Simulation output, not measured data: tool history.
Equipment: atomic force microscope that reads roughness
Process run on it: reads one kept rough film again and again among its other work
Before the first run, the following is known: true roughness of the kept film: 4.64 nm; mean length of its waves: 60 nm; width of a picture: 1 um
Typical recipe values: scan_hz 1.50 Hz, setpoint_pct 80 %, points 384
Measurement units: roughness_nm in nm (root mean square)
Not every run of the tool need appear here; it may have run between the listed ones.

run 1 hour=0.0 | scan_hz=1.50 setpoint_pct=80 points=384 | roughness_nm=4.247
run 2 hour=14.7 | scan_hz=1.50 setpoint_pct=80 points=403 | roughness_nm=4.228
run 3 hour=29.0 | scan_hz=1.50 setpoint_pct=80 points=384 | roughness_nm=4.192
run 4 hour=59.3 | scan_hz=1.50 setpoint_pct=80 points=384 | roughness_nm=4.185
run 5 hour=89.8 | scan_hz=2.42 setpoint_pct=80 points=384 | roughness_nm=4.050
-- hour=103.6 new tip fitted
run 6 hour=123.4 | scan_hz=2.70 setpoint_pct=80 points=384 | roughness_nm=4.158
run 7 hour=154.8 | scan_hz=1.28 setpoint_pct=80 points=384 | roughness_nm=4.281
run 8 hour=185.6 | scan_hz=1.28 setpoint_pct=80 points=384 | roughness_nm=4.285
run 9 hour=206.6 | scan_hz=1.28 setpoint_pct=80 points=384 | roughness_nm=4.231
run 10 hour=236.8 | scan_hz=1.28 setpoint_pct=80 points=384 | roughness_nm=4.261
run 11 hour=267.9 | scan_hz=1.28 setpoint_pct=80 points=384 | roughness_nm=4.177
run 12 hour=284.8 | scan_hz=1.28 setpoint_pct=80 points=384 | roughness_nm=4.166
-- hour=295.4 new tip fitted
run 13 hour=305.5 | scan_hz=1.50 setpoint_pct=80 points=384 | roughness_nm=4.363
run 14 hour=335.6 | scan_hz=1.50 setpoint_pct=77 points=384 | roughness_nm=4.332
run 15 hour=352.1 | scan_hz=1.50 setpoint_pct=77 points=384 | roughness_nm=4.299
run 16 hour=380.4 | scan_hz=1.50 setpoint_pct=77 points=384 | roughness_nm=4.264
run 17 hour=406.9 | scan_hz=1.50 setpoint_pct=80 points=384 | roughness_nm=4.170
run 18 hour=422.3 | scan_hz=1.50 setpoint_pct=80 points=384 | roughness_nm=4.207
run 19 hour=455.2 | scan_hz=1.50 setpoint_pct=80 points=384 | roughness_nm=4.154
run 20 hour=477.2 | scan_hz=1.50 setpoint_pct=80 points=384 | roughness_nm=4.130
-- hour=486.9 new tip fitted
run 21 hour=505.9 | scan_hz=1.50 setpoint_pct=80 points=384 | roughness_nm=4.311
run 22 hour=526.2 | scan_hz=1.50 setpoint_pct=80 points=384 | roughness_nm=4.319
run 23 hour=541.6 | scan_hz=1.50 setpoint_pct=80 points=384 | roughness_nm=4.292
run 24 hour=570.1 | scan_hz=1.50 setpoint_pct=80 points=384 | roughness_nm=4.270
run 25 hour=591.1 | scan_hz=1.50 setpoint_pct=58 points=384 | roughness_nm=4.341
run 26 hour=606.5 | scan_hz=1.50 setpoint_pct=58 points=384 | roughness_nm=4.340
run 27 hour=624.7 | scan_hz=1.86 setpoint_pct=69 points=384 | roughness_nm=4.237
run 28 hour=651.9 | scan_hz=3.00 setpoint_pct=70 points=342 | roughness_nm=4.115
-- hour=678.5 new tip fitted
run 29 hour=684.7 | scan_hz=1.86 setpoint_pct=60 points=384 | roughness_nm=4.468
run 30 hour=717.9 | scan_hz=1.86 setpoint_pct=60 points=384 | roughness_nm=4.427
run 31 hour=749.6 | scan_hz=1.86 setpoint_pct=60 points=384 | roughness_nm=4.354
run 32 hour=768.6 | scan_hz=0.69 setpoint_pct=64 points=384 | roughness_nm=4.400
run 33 hour=787.2 | scan_hz=0.52 setpoint_pct=56 points=314 | roughness_nm=4.383
run 34 hour=819.9 | scan_hz=0.52 setpoint_pct=56 points=314 | roughness_nm=4.301
run 35 hour=836.7 | scan_hz=3.89 setpoint_pct=60 points=648 | roughness_nm=4.219
-- hour=870.4 new tip fitted
run 36 hour=871.2 | scan_hz=1.26 setpoint_pct=83 points=363 | roughness_nm=4.358
run 37 hour=890.3 | scan_hz=1.26 setpoint_pct=83 points=733 | roughness_nm=4.393
run 38 hour=922.9 | scan_hz=2.21 setpoint_pct=82 points=733 | roughness_nm=4.207
run 39 hour=937.4 | scan_hz=0.95 setpoint_pct=75 points=720 | roughness_nm=4.377
run 40 hour=951.6 | scan_hz=0.95 setpoint_pct=75 points=720 | roughness_nm=4.386
run 41 hour=980.4 | scan_hz=1.32 setpoint_pct=75 points=295 | roughness_nm=4.264
run 42 hour=999.7 | scan_hz=1.50 setpoint_pct=61 points=715 | roughness_nm=4.350
run 43 hour=1029.9 | scan_hz=1.67 setpoint_pct=63 points=351 | roughness_nm=4.295
run 44 hour=1054.5 | scan_hz=0.52 setpoint_pct=71 points=384 | roughness_nm=4.309
-- hour=1062.4 new tip fitted
run 45 hour=1071.0 | scan_hz=0.52 setpoint_pct=71 points=384 | roughness_nm=4.502
run 46 hour=1094.0 | scan_hz=1.34 setpoint_pct=65 points=582 | roughness_nm=4.447
run 47 hour=1124.9 | scan_hz=1.59 setpoint_pct=60 points=566 | roughness_nm=4.400
run 48 hour=1156.6 | scan_hz=0.59 setpoint_pct=80 points=595 | roughness_nm=4.345
run 49 hour=1183.9 | scan_hz=0.59 setpoint_pct=80 points=595 | roughness_nm=4.310
run 50 hour=1202.1 | scan_hz=0.59 setpoint_pct=85 points=266 | roughness_nm=4.261
run 51 hour=1220.8 | scan_hz=0.59 setpoint_pct=85 points=266 | roughness_nm=4.238
run 52 hour=1243.3 | scan_hz=2.76 setpoint_pct=63 points=675 | roughness_nm=4.201

For some of the steps in roughness_nm from one run to the next: how much would appear even if the tool had no hidden state, given the settings, what came in and random variation, and how much remains for the hidden state plus any gauge scatter that the measured result and the result without hidden state don't share?
Hidden state present: radius of the tip, nm; height scale over the true one, %; drift of the gauge itself on roughness_nm, %.
Run 12 -> 13: scan_hz 1.28 -> 1.50, new tip fitted. roughness_nm +0.197 nm (root mean square): hidden state +0.220, all else -0.023.
Run 28 -> 29: scan_hz 3.00 -> 1.86, setpoint_pct 70 -> 60, points 342 -> 384, new tip fitted. roughness_nm +0.353 nm (root mean square): hidden state +0.204, all else +0.149.
Run 35 -> 36: scan_hz 3.89 -> 1.26, setpoint_pct 60 -> 83, points 648 -> 363, new tip fitted. roughness_nm +0.139 nm (root mean square): hidden state +0.210, all else -0.071.
Run 44 -> 45: new tip fitted. roughness_nm +0.193 nm (root mean square): hidden state +0.215, all else -0.022.
